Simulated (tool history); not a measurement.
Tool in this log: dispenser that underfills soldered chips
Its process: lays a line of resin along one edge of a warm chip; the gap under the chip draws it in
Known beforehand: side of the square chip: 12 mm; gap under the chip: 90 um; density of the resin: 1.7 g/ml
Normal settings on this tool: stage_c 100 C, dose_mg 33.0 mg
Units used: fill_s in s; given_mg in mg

{"run": 1, "day": 0.0, "stage_c": 100, "dose_mg": 33.0, "fill_s": 122.8, "given_mg": 32.71}
{"run": 2, "day": 0.392, "stage_c": 100, "dose_mg": 33.0, "fill_s": 118.8, "given_mg": 32.79}
{"run": 3, "day": 0.658, "stage_c": 111, "dose_mg": 33.0, "fill_s": 96.7, "given_mg": 32.84}
{"run": 4, "day": 1.029, "stage_c": 111, "dose_mg": 33.0, "fill_s": 91.3, "given_mg": 32.48}
{"run": 5, "day": 1.354, "stage_c": 111, "dose_mg": 33.0, "fill_s": 83.9, "given_mg": 32.25}
{"run": 6, "day": 1.633, "stage_c": 111, "dose_mg": 33.0, "fill_s": 99.5, "given_mg": 32.2}
{"run": 7, "day": 1.929, "stage_c": 103, "dose_mg": 33.0, "fill_s": 113.5, "given_mg": 32.2}
{"run": 8, "day": 2.358, "stage_c": 103, "dose_mg": 33.0, "fill_s": 109.9, "given_mg": 31.97}
{"run": 9, "day": 2.646, "stage_c": 103, "dose_mg": 33.0, "fill_s": 131.1, "given_mg": 31.75}
{"run": 10, "day": 3.004, "stage_c": 103, "dose_mg": 33.0, "fill_s": 121.7, "given_mg": 31.44}
{"run": 11, "day": 3.433, "stage_c": 104, "dose_mg": 33.0, "fill_s": 112.5, "given_mg": 31.41}
{"run": 12, "day": 3.65, "stage_c": 104, "dose_mg": 41.4, "fill_s": 123.1, "given_mg": 39.33}
{"run": 13, "day": 4.012, "stage_c": 104, "dose_mg": 41.4, "fill_s": 114.0, "given_mg": 38.78}
{"run": 14, "day": 4.467, "stage_c": 104, "dose_mg": 41.4, "fill_s": 109.5, "given_mg": 41.33}
{"run": 15, "day": 4.642, "stage_c": 104, "dose_mg": 41.4, "fill_s": 120.8, "given_mg": 40.93}
{"run": 16, "day": 5.071, "stage_c": 104, "dose_mg": 41.4, "fill_s": 115.5, "given_mg": 41.1}
{"run": 17, "day": 5.362, "stage_c": 87, "dose_mg": 41.4, "fill_s": 186.1, "given_mg": 40.78}
{"run": 18, "day": 5.562, "stage_c": 87, "dose_mg": 41.4, "fill_s": 207.3, "given_mg": 40.71}
{"run": 19, "day": 5.958, "stage_c": 92, "dose_mg": 35.5, "fill_s": 163.7, "given_mg": 34.67}
{"run": 20, "day": 6.192, "stage_c": 109, "dose_mg": 39.0, "fill_s": 109.3, "given_mg": 37.75}
{"run": 21, "day": 6.512, "stage_c": 104, "dose_mg": 30.0, "fill_s": 122.4, "given_mg": 29.08}
{"run": 22, "day": 6.929, "stage_c": 111, "dose_mg": 41.4, "fill_s": 87.9, "given_mg": 39.99}
{"run": 23, "day": 7.2, "stage_c": 108, "dose_mg": 29.2, "fill_s": 118.3, "given_mg": 27.86}
{"run": 24, "day": 7.612, "stage_c": 102, "dose_mg": 33.0, "fill_s": 138.1, "given_mg": 31.33}
{"run": 25, "day": 7.888, "stage_c": 107, "dose_mg": 34.4, "fill_s": 106.3, "given_mg": 32.6}
{"run": 26, "day": 8.217, "stage_c": 108, "dose_mg": 42.4, "fill_s": 91.0, "given_mg": 40.14}
{"run": 27, "day": 8.429, "stage_c": 100, "dose_mg": 34.4, "fill_s": 135.6, "given_mg": 32.17}
{"run": 28, "day": 8.796, "stage_c": 108, "dose_mg": 34.4, "fill_s": 96.0, "given_mg": 34.27}
{"run": 29, "day": 9.192, "stage_c": 86, "dose_mg": 37.9, "fill_s": 244.9, "given_mg": 37.37}
{"run": 30, "day": 9.6, "stage_c": 86, "dose_mg": 37.9, "fill_s": 222.3, "given_mg": 37.4}
{"run": 31, "day": 9.95, "stage_c": 86, "dose_mg": 37.9, "fill_s": 200.6, "given_mg": 37.21}
{"run": 32, "day": 10.296, "stage_c": 86, "dose_mg": 37.9, "fill_s": 188.6, "given_mg": 36.8}
{"run": 33, "day": 10.475, "stage_c": 99, "dose_mg": 32.9, "fill_s": 139.9, "given_mg": 31.98}
{"run": 34, "day": 10.667, "stage_c": 99, "dose_mg": 32.9, "fill_s": 154.7, "given_mg": 31.91}
{"run": 35, "day": 10.858, "stage_c": 113, "dose_mg": 41.0, "fill_s": 83.0, "given_mg": 39.63}

The log once held 25 entries between its listed runs, left out of this copy. Where does each go, and what is different about the tool's unlogged condition between the listed run before it and the listed run after it?
In the gap between runs 1 and 2: new syringe of resin (day 0.388)
  resin's viscosity, % of fresh resin's: 105.1 -> 99.9; dose that the valve gives, % of what is set: 99.95 -> 99.42; true chip temperature over the reading, C: -0.71 -> -0.74
  what was measured, less what the result would be without the hidden state, fill_s: +8.6 -> +2.8 s; given_mg: -0.02 -> -0.19 mg
In the gap between runs 3 and 4: new syringe of resin (day 0.875)
  resin's viscosity, % of fresh resin's: 116.9 -> 109.5; dose that the valve gives, % of what is set: 99.02 -> 98.5; true chip temperature over the reading, C: -0.76 -> -0.78
  what was measured, less what the result would be without the hidden state, fill_s: +15.9 -> +10.1 s; given_mg: -0.32 -> -0.49 mg
In the gap between runs 4 and 5: new syringe of resin (day 1.354)
  resin's viscosity, % of fresh resin's: 109.5 -> 101.5; dose that the valve gives, % of what is set: 98.5 -> 98.06; true chip temperature over the reading, C: -0.78 -> -0.81
  what was measured, less what the result would be without the hidden state, fill_s: +10.1 -> +3.5 s; given_mg: -0.49 -> -0.64 mg
In the gap between runs 6 and 7: new syringe of resin (day 1.829)
  resin's viscosity, % of fresh resin's: 119.7 -> 105.8; dose that the valve gives, % of what is set: 97.65 -> 97.28; true chip temperature over the reading, C: -0.83 -> -0.85
  what was measured, less what the result would be without the hidden state, fill_s: +18.7 -> +9.6 s; given_mg: -0.77 -> -0.90 mg
In the gap between runs 7 and 8: new syringe of resin (day 2.329)
  resin's viscosity, % of fresh resin's: 105.8 -> 102.2; dose that the valve gives, % of what is set: 97.28 -> 96.7; true chip temperature over the reading, C: -0.85 -> -0.88
  what was measured, less what the result would be without the hidden state, fill_s: +9.6 -> +6.0 s; given_mg: -0.90 -> -1.10 mg
In the gap between runs 9 and 10: new syringe of resin (day 2.821)
  resin's viscosity, % of fresh resin's: 121.2 -> 112.1; dose that the valve gives, % of what is set: 96.29 -> 95.8; true chip temperature over the reading, C: -0.9 -> -0.92
  what was measured, less what the result would be without the hidden state, fill_s: +26.7 -> +17.0 s; given_mg: -1.23 -> -1.38 mg
In the gap between runs 10 and 11: new syringe of resin (day 3.321)
  resin's viscosity, % of fresh resin's: 112.1 -> 106.2; dose that the valve gives, % of what is set: 95.8 -> 95.2; true chip temperature over the reading, C: -0.92 -> -0.95
  what was measured, less what the result would be without the hidden state, fill_s: +17.0 -> +10.7 s; given_mg: -1.38 -> -1.58 mg
In the gap between runs 12 and 13: new syringe of resin (day 3.821)
  resin's viscosity, % of fresh resin's: 120.6 -> 111; dose that the valve gives, % of what is set: 94.87 -> 94.38; true chip temperature over the reading, C: -0.97 -> -0.99
  what was measured, less what the result would be without the hidden state, fill_s: +24.3 -> +14.8 s; given_mg: -2.13 -> -2.31 mg
In the gap between runs 13 and 14: dispensing valve cleaned and set on the balance (day 4.246); new syringe of resin (day 4.354)
  resin's viscosity, % of fresh resin's: 111 -> 107.8; dose that the valve gives, % of what is set: 94.38 -> 99.68; true chip temperature over the reading, C: -0.99 -> -1.02
  what was measured, less what the result would be without the hidden state, fill_s: +14.8 -> +11.2 s; given_mg: -2.31 -> -0.14 mg
In the gap between runs 15 and 16: new syringe of resin (day 4.842)
  resin's viscosity, % of fresh resin's: 119.4 -> 114.1; dose that the valve gives, % of what is set: 99.45 -> 98.83; true chip temperature over the reading, C: -1.03 -> -1.06
  what was measured, less what the result would be without the hidden state, fill_s: +23.0 -> +17.7 s; given_mg: -0.23 -> -0.49 mg
In the gap between runs 16 and 17: new syringe of resin (day 5.317)
  resin's viscosity, % of fresh resin's: 114.1 -> 103.5; dose that the valve gives, % of what is set: 98.83 -> 98.38; true chip temperature over the reading, C: -1.06 -> -1.08
  what was measured, less what the result would be without the hidden state, fill_s: +17.7 -> +13.0 s; given_mg: -0.49 -> -0.67 mg
In the gap between runs 18 and 19: new syringe of resin (day 5.821)
  resin's viscosity, % of fresh resin's: 116.4 -> 107.6; dose that the valve gives, % of what is set: 98.11 -> 97.55; true chip temperature over the reading, C: -1.09 -> -1.12
  what was measured, less what the result would be without the hidden state, fill_s: +36.1 -> +17.7 s; given_mg: -0.79 -> -0.87 mg
In the gap between runs 20 and 21: new syringe of resin (day 6.308)
  resin's viscosity, % of fresh resin's: 123.3 -> 113; dose that the valve gives, % of what is set: 97.22 -> 96.81; true chip temperature over the reading, C: -1.14 -> -1.16
  what was measured, less what the result would be without the hidden state, fill_s: +23.8 -> +18.9 s; given_mg: -1.09 -> -0.96 mg
In the gap between runs 21 and 22: new syringe of resin (day 6.788)
  resin's viscosity, % of fresh resin's: 113 -> 105.9; dose that the valve gives, % of what is set: 96.81 -> 96.22; true chip temperature over the reading, C: -1.16 -> -1.19
  what was measured, less what the result would be without the hidden state, fill_s: +18.9 -> +8.1 s; given_mg: -0.96 -> -1.56 mg
In the gap between runs 23 and 24: new syringe of resin (day 7.267)
  resin's viscosity, % of fresh resin's: 124 -> 123; dose that the valve gives, % of what is set: 95.78 -> 95.26; true chip temperature over the reading, C: -1.2 -> -1.23
  what was measured, less what the result would be without the hidden state, fill_s: +27.7 -> +31.1 s; given_mg: -1.23 -> -1.56 mg
In the gap between runs 24 and 25: new syringe of resin (day 7.738)
  resin's viscosity, % of fresh resin's: 123 -> 111; dose that the valve gives, % of what is set: 95.26 -> 94.88; true chip temperature over the reading, C: -1.23 -> -1.25
  what was measured, less what the result would be without the hidden state, fill_s: +31.1 -> +14.9 s; given_mg: -1.56 -> -1.76 mg
In the gap between runs 25 and 26: new syringe of resin (day 8.217)
  resin's viscosity, % of fresh resin's: 111 -> 100.5; dose that the valve gives, % of what is set: 94.88 -> 94.44; true chip temperature over the reading, C: -1.25 -> -1.27
  what was measured, less what the result would be without the hidden state, fill_s: +14.9 -> +4.2 s; given_mg: -1.76 -> -2.36 mg
In the gap between runs 27 and 28: dispensing valve cleaned and set on the balance (day 8.588); new syringe of resin (day 8.758)
  resin's viscosity, % of fresh resin's: 113.7 -> 103.2; dose that the valve gives, % of what is set: 94.14 -> 99.57; true chip temperature over the reading, C: -1.29 -> -1.31
  what was measured, less what the result would be without the hidden state, fill_s: +22.2 -> +6.8 s; given_mg: -2.00 -> -0.14 mg
In the gap between runs 29 and 30: new syringe of resin (day 9.242); stage's temperature calibrated (day 9.596)
  resin's viscosity, % of fresh resin's: 130.5 -> 123.3; dose that the valve gives, % of what is set: 98.95 -> 98.44; true chip temperature over the reading, C: -1.34 -> -0.09
  what was measured, less what the result would be without the hidden state, fill_s: +66.0 -> +42.8 s; given_mg: -0.39 -> -0.59 mg
In the gap between runs 30 and 31: new syringe of resin (day 9.771)
  resin's viscosity, % of fresh resin's: 123.3 -> 110.8; dose that the valve gives, % of what is set: 98.44 -> 97.98; true chip temperature over the reading, C: -0.09 -> -0.12
  what was measured, less what the result would be without the hidden state, fill_s: +42.8 -> +20.6 s; given_mg: -0.59 -> -0.77 mg
In the gap between runs 31 and 32: new syringe of resin (day 10.246)
  resin's viscosity, % of fresh resin's: 110.8 -> 104.7; dose that the valve gives, % of what is set: 97.98 -> 97.49; true chip temperature over the reading, C: -0.12 -> -0.14
  what was measured, less what the result would be without the hidden state, fill_s: +20.6 -> +9.8 s; given_mg: -0.77 -> -0.95 mg
In the gap between runs 34 and 35: new syringe of resin (day 10.717)
  resin's viscosity, % of fresh resin's: 130.2 -> 109.1; dose that the valve gives, % of what is set: 96.96 -> 96.7; true chip temperature over the reading, C: -0.16 -> -0.18
  what was measured, less what the result would be without the hidden state, fill_s: +37.0 -> +7.5 s; given_mg: -1.00 -> -1.35 mg
